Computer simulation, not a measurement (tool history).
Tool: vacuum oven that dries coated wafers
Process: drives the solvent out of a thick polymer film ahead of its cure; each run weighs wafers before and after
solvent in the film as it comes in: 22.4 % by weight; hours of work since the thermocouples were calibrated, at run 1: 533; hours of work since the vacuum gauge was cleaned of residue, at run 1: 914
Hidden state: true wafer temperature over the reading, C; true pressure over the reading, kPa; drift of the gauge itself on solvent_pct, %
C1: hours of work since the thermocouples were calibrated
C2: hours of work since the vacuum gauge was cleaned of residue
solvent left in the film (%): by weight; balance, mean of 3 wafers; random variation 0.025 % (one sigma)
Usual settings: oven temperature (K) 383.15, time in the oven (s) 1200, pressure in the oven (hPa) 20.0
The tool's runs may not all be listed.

run 1 hour=0.0 | oven_temperature_(K)=383.15 time_in_the_oven_(s)=1200 pressure_in_the_oven_(hPa)=20.0 | C1=533 C2=914 | solvent_left_in_the_film_(%)=3.01
run 2 hour=25.6 | oven_temperature_(K)=383.15 time_in_the_oven_(s)=1200 pressure_in_the_oven_(hPa)=20.0 | C1=552 C2=932 | solvent_left_in_the_film_(%)=3.00
run 3 hour=63.8 | oven_temperature_(K)=383.15 time_in_the_oven_(s)=1200 pressure_in_the_oven_(hPa)=20.0 | C1=580 C2=960 | solvent_left_in_the_film_(%)=3.05
run 4 hour=82.9 | oven_temperature_(K)=383.15 time_in_the_oven_(s)=1200 pressure_in_the_oven_(hPa)=20.0 | C1=594 C2=974 | solvent_left_in_the_film_(%)=3.06
run 5 hour=102.3 | oven_temperature_(K)=383.15 time_in_the_oven_(s)=1200 pressure_in_the_oven_(hPa)=20.0 | C1=608 C2=989 | solvent_left_in_the_film_(%)=3.10
run 6 hour=134.6 | oven_temperature_(K)=372.15 time_in_the_oven_(s)=1200 pressure_in_the_oven_(hPa)=20.0 | C1=632 C2=1012 | solvent_left_in_the_film_(%)=6.88
run 7 hour=154.0 | oven_temperature_(K)=383.15 time_in_the_oven_(s)=1020 pressure_in_the_oven_(hPa)=20.0 | C1=646 C2=1027 | solvent_left_in_the_film_(%)=3.93
run 8 hour=174.6 | oven_temperature_(K)=383.15 time_in_the_oven_(s)=1200 pressure_in_the_oven_(hPa)=20.0 | C1=661 C2=1042 | solvent_left_in_the_film_(%)=3.05
run 9 hour=195.6 | oven_temperature_(K)=383.15 time_in_the_oven_(s)=1200 pressure_in_the_oven_(hPa)=20.0 | C1=677 C2=1057 | solvent_left_in_the_film_(%)=3.11
run 10 hour=234.4 | oven_temperature_(K)=371.15 time_in_the_oven_(s)=1200 pressure_in_the_oven_(hPa)=20.0 | C1=705 C2=1086 | solvent_left_in_the_film_(%)=7.27
-- hour=251.0 vacuum gauge cleaned of residue and calibrated
-- hour=256.9 oven's thermocouples calibrated
run 11 hour=269.1 | oven_temperature_(K)=371.15 time_in_the_oven_(s)=1200 pressure_in_the_oven_(hPa)=20.0 | C1=9 C2=12 | solvent_left_in_the_film_(%)=7.12
run 12 hour=295.9 | oven_temperature_(K)=371.15 time_in_the_oven_(s)=1200 pressure_in_the_oven_(hPa)=20.0 | C1=29 C2=32 | solvent_left_in_the_film_(%)=7.07
run 13 hour=342.8 | oven_temperature_(K)=371.15 time_in_the_oven_(s)=1200 pressure_in_the_oven_(hPa)=20.0 | C1=63 C2=66 | solvent_left_in_the_film_(%)=7.17
run 14 hour=373.2 | oven_temperature_(K)=371.15 time_in_the_oven_(s)=1200 pressure_in_the_oven_(hPa)=20.0 | C1=85 C2=88 | solvent_left_in_the_film_(%)=7.17
run 15 hour=394.5 | oven_temperature_(K)=371.15 time_in_the_oven_(s)=1200 pressure_in_the_oven_(hPa)=20.0 | C1=101 C2=104 | solvent_left_in_the_film_(%)=7.18
run 16 hour=418.3 | oven_temperature_(K)=389.15 time_in_the_oven_(s)=1980 pressure_in_the_oven_(hPa)=20.0 | C1=118 C2=121 | solvent_left_in_the_film_(%)=0.60
run 17 hour=446.6 | oven_temperature_(K)=373.15 time_in_the_oven_(s)=1260 pressure_in_the_oven_(hPa)=20.0 | C1=139 C2=142 | solvent_left_in_the_film_(%)=6.09
run 18 hour=466.3 | oven_temperature_(K)=375.15 time_in_the_oven_(s)=660 pressure_in_the_oven_(hPa)=13.3 | C1=154 C2=156 | solvent_left_in_the_film_(%)=9.37
run 19 hour=506.5 | oven_temperature_(K)=383.15 time_in_the_oven_(s)=1200 pressure_in_the_oven_(hPa)=10.7 | C1=183 C2=186 | solvent_left_in_the_film_(%)=2.79
run 20 hour=550.2 | oven_temperature_(K)=397.15 time_in_the_oven_(s)=1980 pressure_in_the_oven_(hPa)=20.0 | C1=215 C2=218 | solvent_left_in_the_film_(%)=0.34
run 21 hour=585.8 | oven_temperature_(K)=397.15 time_in_the_oven_(s)=1980 pressure_in_the_oven_(hPa)=20.0 | C1=241 C2=244 | solvent_left_in_the_film_(%)=0.25
run 22 hour=619.9 | oven_temperature_(K)=395.15 time_in_the_oven_(s)=1680 pressure_in_the_oven_(hPa)=20.0 | C1=266 C2=269 | solvent_left_in_the_film_(%)=0.40
run 23 hour=649.5 | oven_temperature_(K)=376.15 time_in_the_oven_(s)=1440 pressure_in_the_oven_(hPa)=50.9 | C1=288 C2=291 | solvent_left_in_the_film_(%)=4.93
run 24 hour=689.9 | oven_temperature_(K)=383.15 time_in_the_oven_(s)=1080 pressure_in_the_oven_(hPa)=51.3 | C1=318 C2=321 | solvent_left_in_the_film_(%)=4.20
run 25 hour=723.9 | oven_temperature_(K)=383.15 time_in_the_oven_(s)=1080 pressure_in_the_oven_(hPa)=51.3 | C1=343 C2=346 | solvent_left_in_the_film_(%)=4.21
run 26 hour=763.3 | oven_temperature_(K)=383.15 time_in_the_oven_(s)=1200 pressure_in_the_oven_(hPa)=20.0 | C1=372 C2=374 | solvent_left_in_the_film_(%)=3.08
run 27 hour=785.3 | oven_temperature_(K)=383.15 time_in_the_oven_(s)=1200 pressure_in_the_oven_(hPa)=16.3 | C1=388 C2=391 | solvent_left_in_the_film_(%)=3.00
run 28 hour=814.1 | oven_temperature_(K)=383.15 time_in_the_oven_(s)=1200 pressure_in_the_oven_(hPa)=16.3 | C1=409 C2=412 | solvent_left_in_the_film_(%)=3.01
run 29 hour=847.7 | oven_temperature_(K)=371.15 time_in_the_oven_(s)=1260 pressure_in_the_oven_(hPa)=16.3 | C1=434 C2=436 | solvent_left_in_the_film_(%)=6.96

4 ways to go on from here, each from the tool as it stands after run 29. What would each give?
run A hour=875.3 | oven_temperature_(K)=385.15 time_in_the_oven_(s)=1200 pressure_in_the_oven_(hPa)=58.8 | C1=454 C2=457 | solvent_left_in_the_film_(%)=?
run B hour=875.3 | oven_temperature_(K)=379.15 time_in_the_oven_(s)=1200 pressure_in_the_oven_(hPa)=16.4 | C1=454 C2=457 | solvent_left_in_the_film_(%)=?
run C hour=875.3 | oven_temperature_(K)=377.15 time_in_the_oven_(s)=780 pressure_in_the_oven_(hPa)=39.8 | C1=454 C2=457 | solvent_left_in_the_film_(%)=?
run D hour=875.3 | oven_temperature_(K)=372.15 time_in_the_oven_(s)=660 pressure_in_the_oven_(hPa)=16.3 | C1=454 C2=457 | solvent_left_in_the_film_(%)=?

run=A solvent_left_in_the_film_(%)=3.29
run=B solvent_left_in_the_film_(%)=4.34
run=C solvent_left_in_the_film_(%)=8.21
run=D solvent_left_in_the_film_(%)=10.57
Without the tool's hidden state the same runs would have given:
run=A solvent_left_in_the_film_(%)=2.95
run=B solvent_left_in_the_film_(%)=3.91
run=C solvent_left_in_the_film_(%)=7.73
run=D solvent_left_in_the_film_(%)=10.13
